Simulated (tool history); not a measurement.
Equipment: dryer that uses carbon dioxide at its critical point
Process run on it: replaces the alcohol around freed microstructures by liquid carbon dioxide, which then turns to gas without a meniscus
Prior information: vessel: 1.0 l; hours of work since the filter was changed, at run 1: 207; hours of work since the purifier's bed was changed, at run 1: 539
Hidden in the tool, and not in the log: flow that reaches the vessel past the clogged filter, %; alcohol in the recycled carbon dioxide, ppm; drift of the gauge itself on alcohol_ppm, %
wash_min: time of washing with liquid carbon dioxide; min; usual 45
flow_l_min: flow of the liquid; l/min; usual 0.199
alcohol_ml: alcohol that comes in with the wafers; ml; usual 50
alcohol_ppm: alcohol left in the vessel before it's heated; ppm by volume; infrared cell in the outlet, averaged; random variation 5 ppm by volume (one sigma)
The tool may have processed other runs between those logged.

run,hour,wash_min,flow_l_min,alcohol_ml,hours of work since the filter was changed,hours of work since the purifier's bed was changed,alcohol_ppm
1,0,45,0.199,50,207,539,154
2,24.6,45,0.199,50,223,555,175
3,51.3,45,0.199,50,240,571,168
4,71.1,45,0.199,50,252,584,163
5,96.9,45,0.199,50,268,600,171
6,130,45,0.199,50,289,621,191
7,148.4,45,0.199,50,301,633,179
8,181.8,45,0.199,50,322,654,195
9,209.8,28,0.199,50,339,671,926
10,245.3,28,0.199,50,362,694,924
11,264.4,28,0.199,50,374,706,956
# hour 273.4: inlet filter changed
12,300.1,28,0.199,50,17,727,709
13,334.5,28,0.199,50,39,749,732
14,363.5,47,0.141,50,57,767,391
15,387.3,55,0.2,22,72,782,151
16,411.8,55,0.2,22,87,798,163
17,443.2,64,0.209,94,107,817,171
# hour 451.3: purifier's bed changed
18,470.2,64,0.209,94,122,12,5
19,508.1,45,0.179,40,146,36,88
20,532.5,71,0.129,28,161,51,38
21,553.8,71,0.129,28,175,64,44
22,580.6,71,0.129,28,191,81,38

Here are 5 independent what-if runs from the current tool condition. What would each one return?
A,598.1,48,0.316,46,202,92,?
B,598.1,33,0.217,27,202,92,?
C,598.1,71,0.254,28,202,92,?
D,598.1,69,0.231,20,202,92,?
E,598.1,71,0.124,57,202,92,?

run,alcohol_ppm
A,29
B,138
C,14
D,24
E,82
The same runs, with their run-to-run variation unchanged, on a tool lacking any hidden condition would have given:
run,alcohol_ppm
A,10
B,89
C,0
D,6
E,44
